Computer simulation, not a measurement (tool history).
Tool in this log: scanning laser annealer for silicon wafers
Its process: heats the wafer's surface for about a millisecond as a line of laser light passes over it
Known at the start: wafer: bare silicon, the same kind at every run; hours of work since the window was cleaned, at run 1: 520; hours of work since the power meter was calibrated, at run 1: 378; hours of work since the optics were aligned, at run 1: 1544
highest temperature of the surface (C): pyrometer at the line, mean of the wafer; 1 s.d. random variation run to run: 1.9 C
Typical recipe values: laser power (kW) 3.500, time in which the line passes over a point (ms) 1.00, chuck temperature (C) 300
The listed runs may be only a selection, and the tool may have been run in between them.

run	hour	laser power (kW)	time in which the line passes over a point (ms)	chuck temperature (C)	hours of work since the window was cleaned	hours of work since the power meter was calibrated	hours of work since the optics were aligned	highest temperature of the surface (C)
1	0.0	3.500	1.00	300	520	378	1544	1083
2	25.6	3.500	1.00	300	536	394	1560	1080
3	43.4	3.500	1.00	300	548	405	1572	1079
4	69.8	3.500	1.00	300	564	422	1588	1079
5	85.8	3.500	1.00	300	574	432	1599	1079
6	110.8	3.500	1.00	300	590	448	1614	1078
# hour 120.3: window over the wafer cleaned
7	145.5	3.500	1.00	300	16	469	1635	1094
8	163.7	3.500	1.00	300	28	480	1647	1093
9	180.5	3.500	1.00	300	38	491	1657	1091
10	207.5	3.500	1.00	300	55	508	1675	1092
11	236.1	3.500	0.93	300	73	526	1693	1065
12	257.6	3.500	0.93	300	87	540	1706	1064
13	287.6	3.500	0.93	300	106	559	1725	1061
14	314.2	3.558	1.00	300	123	576	1742	1107
15	338.6	3.330	1.00	300	139	591	1758	1049
16	369.3	3.330	1.00	300	158	611	1777	1045
17	394.4	3.500	1.00	300	174	627	1793	1090
18	417.1	3.500	1.00	300	188	641	1807	1089
19	439.3	3.500	1.00	300	202	655	1822	1087
20	455.0	3.500	1.00	300	212	665	1832	1088
21	478.5	3.361	1.23	313	227	680	1846	1149
22	495.0	3.500	1.19	262	238	691	1857	1125
23	520.8	3.725	0.89	292	254	707	1873	1090
24	540.1	3.500	1.00	260	266	719	1885	1047
25	569.8	3.500	1.00	260	285	738	1904	1045
26	597.8	3.829	1.03	332	303	756	1922	1217
27	619.2	3.155	1.00	333	317	769	1936	1026
# hour 628.7: optics aligned, line set to its width
28	638.2	3.500	1.02	300	325	778	6	1105
29	658.5	3.500	1.02	300	338	791	19	1105
30	681.7	3.187	1.02	284	353	806	34	1003
31	699.9	3.198	0.98	293	365	817	45	1005
32	718.5	3.198	0.98	293	376	829	57	1002
33	742.5	3.198	0.98	293	392	844	72	1000
34	769.0	3.198	0.98	293	408	861	89	998
35	798.7	3.683	1.13	293	427	880	108	1188
36	815.7	3.556	1.13	261	438	891	119	1121
37	840.2	3.266	0.84	267	454	906	134	934
38	856.8	3.266	0.84	267	464	917	145	931
39	878.4	3.266	0.84	267	478	931	158	934
40	910.8	3.266	0.84	267	498	951	179	933

Each row is a separate what-if for the run after 40, all from the same tool condition, not one after another. Results?
A	941.3	3.500	0.75	318	518	971	198	?
B	941.3	3.624	1.21	279	518	971	198	?
C	941.3	3.614	0.99	335	518	971	198	?
D	941.3	3.169	1.11	268	518	971	198	?
E	941.3	3.826	1.12	267	518	971	198	?

run	highest temperature of the surface (C)
A	997
B	1188
C	1155
D	1008
E	1196
What these runs would have given with no unlogged condition in the tool:
run	highest temperature of the surface (C)
A	1008
B	1202
C	1168
D	1019
E	1210
